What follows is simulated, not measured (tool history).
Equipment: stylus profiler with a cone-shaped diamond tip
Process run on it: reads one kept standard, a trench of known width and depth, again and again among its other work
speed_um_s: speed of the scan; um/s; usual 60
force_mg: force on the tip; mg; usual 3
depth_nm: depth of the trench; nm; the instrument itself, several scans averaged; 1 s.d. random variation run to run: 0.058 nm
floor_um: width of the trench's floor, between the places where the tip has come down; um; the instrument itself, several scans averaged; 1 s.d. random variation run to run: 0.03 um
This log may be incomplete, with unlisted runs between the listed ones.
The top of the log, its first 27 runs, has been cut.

| run | day | speed_um_s | force_mg | depth_nm | floor_um |
|---|---|---|---|---|---|
| 28 | 14.425 | 34 | 1.85 | 201.04 | 27.53 |
| 29 | 15.008 | 19 | 2.58 | 201.25 | 27.64 |
| 30 | 15.558 | 130 | 1.23 | 200.85 | 26.91 |
| 31 | 16.271 | 94 | 6.57 | 202.45 | 27.43 |
| 32 | 16.896 | 24 | 3.61 | 201.72 | 27.62 |
| 33 | 17.321 | 205 | 4.24 | 201.83 | 27.03 |
| 34 | 18.017 | 58 | 2.92 | 201.34 | 27.41 |
| 35 | 18.671 | 58 | 2.92 | 201.41 | 27.43 |
| 36 | 19.392 | 58 | 2.92 | 201.44 | 27.43 |
| 37 | 19.846 | 91 | 6.61 | 202.4 | 27.47 |
| 38 | 20.379 | 95 | 5.31 | 201.97 | 27.35 |
| 39 | 20.929 | 26 | 1.33 | 200.79 | 27.48 |
| 40 | 21.396 | 55 | 3.11 | 201.44 | 27.45 |
| 41 | 21.788 | 98 | 8.45 | 202.82 | 27.45 |
| 42 | 22.179 | 65 | 5.62 | 202.16 | 27.49 |
| 43 | 22.521 | 17 | 1.91 | 200.98 | 27.55 |
| 44 | 23.058 | 19 | 2.78 | 201.33 | 27.64 |

Run 45, settings as shown, results not yet in. Your forecast:
| 45 | 23.488 | 37 | 5.16 | ? | ? |

Run 45 yielded depth_nm 201.99 nm, floor_um 27.52 um.
If the tool had no hidden condition, the same run with the same run-to-run variation would have returned depth_nm 202.06 nm, floor_um 27.93 um.
